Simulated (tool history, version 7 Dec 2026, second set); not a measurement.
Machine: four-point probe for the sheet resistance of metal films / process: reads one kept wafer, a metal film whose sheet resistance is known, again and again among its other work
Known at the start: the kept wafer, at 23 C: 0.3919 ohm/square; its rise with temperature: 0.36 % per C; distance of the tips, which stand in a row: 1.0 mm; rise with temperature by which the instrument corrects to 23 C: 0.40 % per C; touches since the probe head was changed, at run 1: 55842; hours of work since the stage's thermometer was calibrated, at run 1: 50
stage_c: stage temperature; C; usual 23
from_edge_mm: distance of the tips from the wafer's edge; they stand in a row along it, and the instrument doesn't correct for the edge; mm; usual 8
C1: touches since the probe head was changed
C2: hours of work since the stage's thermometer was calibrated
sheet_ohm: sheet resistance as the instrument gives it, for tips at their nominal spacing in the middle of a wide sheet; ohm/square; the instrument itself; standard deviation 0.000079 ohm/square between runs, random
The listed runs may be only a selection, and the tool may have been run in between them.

Run 1, hour 0.0: usual settings; C1 55842; C2 50. Result: sheet_ohm 0.395289 ohm/square.
Run 2, hour 26.9: usual settings; C1 56857; C2 70. Result: sheet_ohm 0.395283 ohm/square.
Run 3, hour 56.3: usual settings but from_edge_mm 4 mm; C1 57963; C2 91. Result: sheet_ohm 0.404714 ohm/square.
Run 4, hour 82.0: usual settings; C1 58933; C2 110. Result: sheet_ohm 0.395321 ohm/square.
Run 5, hour 113.0: usual settings; C1 60102; C2 133. Result: sheet_ohm 0.395243 ohm/square.
Run 6, hour 147.1: usual settings; C1 61389; C2 157. Result: sheet_ohm 0.395158 ohm/square.
Run 7, hour 183.1: usual settings; C1 62743; C2 183. Result: sheet_ohm 0.395236 ohm/square.
Run 8, hour 207.0: usual settings but stage_c 31 C; C1 63647; C2 201. Result: sheet_ohm 0.394040 ohm/square.
Run 9, hour 239.5: usual settings but stage_c 22 C; C1 64870; C2 224. Result: sheet_ohm 0.395291 ohm/square.
Run 10, hour 258.4: usual settings but stage_c 22 C; C1 65583; C2 238. Result: sheet_ohm 0.395465 ohm/square.
Run 11, hour 294.0: usual settings; C1 66928; C2 264. Result: sheet_ohm 0.395255 ohm/square.
Run 12, hour 336.0: usual settings; C1 68511; C2 294. Result: sheet_ohm 0.395238 ohm/square.
Run 13, hour 361.3: usual settings; C1 69464; C2 313. Result: sheet_ohm 0.395272 ohm/square.
Run 14, hour 391.4: usual settings; C1 70598; C2 335. Result: sheet_ohm 0.395141 ohm/square.
Run 15, hour 433.6: usual settings; C1 72189; C2 365. Result: sheet_ohm 0.395146 ohm/square.
Run 16, hour 468.0: usual settings; C1 73485; C2 390. Result: sheet_ohm 0.395324 ohm/square.
Run 17, hour 495.8: usual settings but from_edge_mm 3 mm; C1 74534; C2 410. Result: sheet_ohm 0.414065 ohm/square.
Run 18, hour 515.6: usual settings but from_edge_mm 3 mm; C1 75282; C2 425. Result: sheet_ohm 0.414064 ohm/square.
Run 19, hour 535.4: usual settings but stage_c 28 C; C1 76027; C2 439. Result: sheet_ohm 0.394336 ohm/square.
Run 20, hour 580.9: usual settings but stage_c 28 C; C1 77742; C2 472. Result: sheet_ohm 0.394430 ohm/square.
Run 21, hour 603.5: usual settings but stage_c 21 C; C1 78596; C2 489. Result: sheet_ohm 0.395441 ohm/square.
Run 22, hour 640.0: usual settings but stage_c 21 C; C1 79973; C2 515. Result: sheet_ohm 0.395637 ohm/square.
Run 23, hour 673.1: usual settings but stage_c 21 C; C1 81218; C2 539. Result: sheet_ohm 0.395420 ohm/square.
Run 24, hour 697.3: usual settings but stage_c 29 C, from_edge_mm 23 mm; C1 82133; C2 557. Result: sheet_ohm 0.391347 ohm/square.
Run 25, hour 728.5: usual settings but stage_c 34 C; C1 83310; C2 579. Result: sheet_ohm 0.393674 ohm/square.
Run 26, hour 767.6: usual settings but stage_c 24 C, from_edge_mm 36 mm; C1 84783; C2 608. Result: sheet_ohm 0.391981 ohm/square.
Run 27, hour 802.9: usual settings but stage_c 29 C, from_edge_mm 13 mm; C1 86113; C2 633. Result: sheet_ohm 0.392173 ohm/square.
Run 28, hour 833.1: usual settings but stage_c 24 C, from_edge_mm 34 mm; C1 87250; C2 655. Result: sheet_ohm 0.392038 ohm/square.
Run 29, hour 862.0: usual settings but stage_c 30 C, from_edge_mm 3 mm; C1 88341; C2 676. Result: sheet_ohm 0.412837 ohm/square.
Run 30, hour 882.2: usual settings but stage_c 30 C, from_edge_mm 3 mm; C1 89104; C2 691. Result: sheet_ohm 0.412838 ohm/square.
Run 31, hour 918.6: usual settings but stage_c 24 C; C1 90474; C2 717. Result: sheet_ohm 0.395056 ohm/square.
Run 32, hour 957.1: usual settings but stage_c 21 C, from_edge_mm 5 mm; C1 91929; C2 745. Result: sheet_ohm 0.400721 ohm/square.
Run 33, hour 992.4: usual settings but stage_c 24 C, from_edge_mm 11 mm; C1 93257; C2 771. Result: sheet_ohm 0.393584 ohm/square.
Run 34, hour 1023.5: usual settings but stage_c 24 C, from_edge_mm 11 mm; C1 94429; C2 793. Result: sheet_ohm 0.393381 ohm/square.
Run 35, hour 1056.3: usual settings but stage_c 24 C, from_edge_mm 11 mm; C1 95668; C2 817. Result: sheet_ohm 0.393537 ohm/square.
Run 36, hour 1096.3: usual settings but stage_c 32 C, from_edge_mm 23 mm; C1 97177; C2 846. Result: sheet_ohm 0.390776 ohm/square.
Run 37, hour 1134.9: usual settings but from_edge_mm 3 mm; C1 98630; C2 874. Result: sheet_ohm 0.413946 ohm/square.
Run 38, hour 1157.6: usual settings but stage_c 26 C, from_edge_mm 4 mm; C1 99488; C2 891. Result: sheet_ohm 0.404349 ohm/square.
Run 39, hour 1182.3: usual settings but stage_c 26 C, from_edge_mm 4 mm; C1 100420; C2 909. Result: sheet_ohm 0.404238 ohm/square.
Run 40, hour 1213.6: usual settings but stage_c 26 C, from_edge_mm 4 mm; C1 101600; C2 932. Result: sheet_ohm 0.404114 ohm/square.
Run 41, hour 1235.7: usual settings but stage_c 28 C; C1 102431; C2 948. Result: sheet_ohm 0.394374 ohm/square.
Run 42, hour 1264.1: usual settings but stage_c 28 C; C1 103503; C2 968. Result: sheet_ohm 0.394425 ohm/square.
Run 43, hour 1287.5: usual settings but stage_c 32 C, from_edge_mm 19 mm; C1 104384; C2 985. Result: sheet_ohm 0.391217 ohm/square.
Run 44, hour 1327.4: usual settings but stage_c 34 C, from_edge_mm 6 mm; C1 105888; C2 1014. Result: sheet_ohm 0.395984 ohm/square.
Run 45, hour 1362.5: usual settings but from_edge_mm 71 mm; C1 107210; C2 1040. Result: sheet_ohm 0.391894 ohm/square.

Branching from run 45: 3 alternative next runs. What would each branch give?
Run A, hour 1404.1: usual settings but stage_c 26 C, from_edge_mm 71 mm; C1 108782; C2 1070. Result: sheet_ohm ?.
Run B, hour 1404.1: usual settings but stage_c 24 C, from_edge_mm 28 mm; C1 108782; C2 1070. Result: sheet_ohm ?.
Run C, hour 1404.1: usual settings but from_edge_mm 5 mm; C1 108782; C2 1070. Result: sheet_ohm ?.

run  sheet_ohm
  A   0.391445
  B   0.392141
  C   0.400272
Stripped of hidden state, with their random variation kept, the same runs would have yielded:
run  sheet_ohm
  A   0.391406
  B   0.392102
  C   0.400232

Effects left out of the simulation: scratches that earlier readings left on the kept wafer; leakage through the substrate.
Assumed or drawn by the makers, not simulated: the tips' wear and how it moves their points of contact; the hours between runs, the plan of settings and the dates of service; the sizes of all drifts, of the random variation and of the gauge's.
